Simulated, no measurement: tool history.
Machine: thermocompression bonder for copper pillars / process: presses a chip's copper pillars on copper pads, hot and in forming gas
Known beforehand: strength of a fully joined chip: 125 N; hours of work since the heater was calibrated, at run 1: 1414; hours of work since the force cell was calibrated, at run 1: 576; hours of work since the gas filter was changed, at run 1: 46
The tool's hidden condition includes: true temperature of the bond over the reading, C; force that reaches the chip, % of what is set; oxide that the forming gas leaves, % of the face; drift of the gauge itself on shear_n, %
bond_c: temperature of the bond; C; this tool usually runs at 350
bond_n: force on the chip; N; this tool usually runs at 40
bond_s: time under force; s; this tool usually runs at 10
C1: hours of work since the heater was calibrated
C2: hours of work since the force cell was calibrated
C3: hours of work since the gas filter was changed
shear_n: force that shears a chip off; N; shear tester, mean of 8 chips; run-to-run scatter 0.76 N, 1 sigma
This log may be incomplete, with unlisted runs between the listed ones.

run 1 day=0.000 | bond_c=350 bond_n=40 bond_s=10 | C1=1414 C2=576 C3=46 | shear_n=65.8
run 2 day=2.442 | bond_c=350 bond_n=40 bond_s=10 | C1=1455 C2=617 C3=87 | shear_n=65.5
-- day=2.946 heater calibrated with a thermocouple chip
run 3 day=3.912 | bond_c=350 bond_n=53 bond_s=10 | C1=16 C2=641 C3=110 | shear_n=80.1
run 4 day=6.292 | bond_c=350 bond_n=53 bond_s=10 | C1=56 C2=681 C3=150 | shear_n=77.8
-- day=7.971 forming gas filter changed
run 5 day=8.529 | bond_c=350 bond_n=53 bond_s=10 | C1=93 C2=718 C3=9 | shear_n=83.6
-- day=10.504 force cell calibrated
run 6 day=11.033 | bond_c=347 bond_n=53 bond_s=10 | C1=135 C2=9 C3=50 | shear_n=78.2
run 7 day=12.438 | bond_c=347 bond_n=53 bond_s=10 | C1=158 C2=33 C3=74 | shear_n=77.5
run 8 day=13.562 | bond_c=350 bond_n=40 bond_s=7 | C1=177 C2=51 C3=93 | shear_n=62.6
run 9 day=14.796 | bond_c=350 bond_n=40 bond_s=7 | C1=198 C2=72 C3=114 | shear_n=62.2
run 10 day=16.904 | bond_c=350 bond_n=40 bond_s=10 | C1=233 C2=108 C3=149 | shear_n=68.2
-- day=18.654 forming gas filter changed
run 11 day=18.654 | bond_c=350 bond_n=40 bond_s=10 | C1=262 C2=137 C3=0 | shear_n=74.0
run 12 day=20.262 | bond_c=350 bond_n=40 bond_s=10 | C1=289 C2=164 C3=27 | shear_n=72.6
run 13 day=21.804 | bond_c=350 bond_n=40 bond_s=10 | C1=315 C2=190 C3=53 | shear_n=71.3
run 14 day=23.196 | bond_c=350 bond_n=40 bond_s=10 | C1=339 C2=213 C3=76 | shear_n=71.6
run 15 day=25.333 | bond_c=350 bond_n=40 bond_s=10 | C1=375 C2=249 C3=112 | shear_n=69.5
run 16 day=27.667 | bond_c=350 bond_n=40 bond_s=10 | C1=414 C2=288 C3=151 | shear_n=67.8
run 17 day=29.188 | bond_c=350 bond_n=40 bond_s=10 | C1=439 C2=314 C3=177 | shear_n=69.0
-- day=29.421 forming gas filter changed
run 18 day=30.788 | bond_c=350 bond_n=40 bond_s=10 | C1=466 C2=340 C3=23 | shear_n=71.0
run 19 day=32.917 | bond_c=350 bond_n=54 bond_s=10 | C1=502 C2=376 C3=59 | shear_n=79.4
run 20 day=34.017 | bond_c=350 bond_n=40 bond_s=7 | C1=520 C2=395 C3=77 | shear_n=63.5
run 21 day=36.688 | bond_c=350 bond_n=40 bond_s=7 | C1=565 C2=439 C3=122 | shear_n=62.0
run 22 day=39.271 | bond_c=321 bond_n=40 bond_s=10 | C1=608 C2=483 C3=166 | shear_n=50.6
-- day=40.096 forming gas filter changed
run 23 day=41.379 | bond_c=356 bond_n=40 bond_s=13 | C1=644 C2=518 C3=22 | shear_n=81.6
run 24 day=43.000 | bond_c=356 bond_n=40 bond_s=13 | C1=671 C2=545 C3=49 | shear_n=80.1
run 25 day=45.588 | bond_c=356 bond_n=40 bond_s=13 | C1=714 C2=589 C3=92 | shear_n=78.6
run 26 day=48.167 | bond_c=356 bond_n=33 bond_s=11 | C1=758 C2=632 C3=136 | shear_n=69.2
run 27 day=50.275 | bond_c=351 bond_n=40 bond_s=30 | C1=793 C2=668 C3=171 | shear_n=91.1
-- day=50.742 forming gas filter changed
run 28 day=51.575 | bond_c=350 bond_n=36 bond_s=18 | C1=815 C2=689 C3=14 | shear_n=80.1
run 29 day=54.221 | bond_c=327 bond_n=27 bond_s=18 | C1=859 C2=733 C3=58 | shear_n=58.3
-- day=55.317 force cell calibrated
run 30 day=55.800 | bond_c=327 bond_n=27 bond_s=18 | C1=885 C2=8 C3=84 | shear_n=54.8
run 31 day=56.950 | bond_c=327 bond_n=27 bond_s=18 | C1=904 C2=27 C3=103 | shear_n=54.5
run 32 day=59.075 | bond_c=326 bond_n=48 bond_s=26 | C1=940 C2=63 C3=139 | shear_n=76.2
run 33 day=60.438 | bond_c=369 bond_n=40 bond_s=20 | C1=963 C2=86 C3=162 | shear_n=92.1
-- day=61.496 forming gas filter changed
run 34 day=62.688 | bond_c=369 bond_n=40 bond_s=20 | C1=1000 C2=124 C3=20 | shear_n=96.8
run 35 day=65.342 | bond_c=353 bond_n=58 bond_s=20 | C1=1045 C2=168 C3=65 | shear_n=93.7
run 36 day=67.588 | bond_c=350 bond_n=50 bond_s=22 | C1=1082 C2=206 C3=102 | shear_n=89.8
run 37 day=69.762 | bond_c=347 bond_n=30 bond_s=10 | C1=1119 C2=242 C3=139 | shear_n=56.8
run 38 day=71.700 | bond_c=350 bond_n=40 bond_s=17 | C1=1152 C2=275 C3=172 | shear_n=75.6
-- day=72.121 forming gas filter changed
run 39 day=73.783 | bond_c=350 bond_n=40 bond_s=17 | C1=1186 C2=310 C3=28 | shear_n=80.0
run 40 day=75.692 | bond_c=342 bond_n=39 bond_s=6 | C1=1218 C2=342 C3=60 | shear_n=51.2

Here are 3 independent what-if runs from the current tool condition. What would each one return?
run A day=77.262 | bond_c=375 bond_n=40 bond_s=10 | C1=1245 C2=368 C3=86 | shear_n=?
run B day=77.262 | bond_c=342 bond_n=54 bond_s=6 | C1=1245 C2=368 C3=86 | shear_n=?
run C day=77.262 | bond_c=333 bond_n=50 bond_s=7 | C1=1245 C2=368 C3=86 | shear_n=?

run=A shear_n=82.0
run=B shear_n=57.4
run=C shear_n=52.8
Take away the tool's hidden state, keep each run's random variation, and the runs would have read:
run=A shear_n=90.2
run=B shear_n=65.5
run=C shear_n=60.7
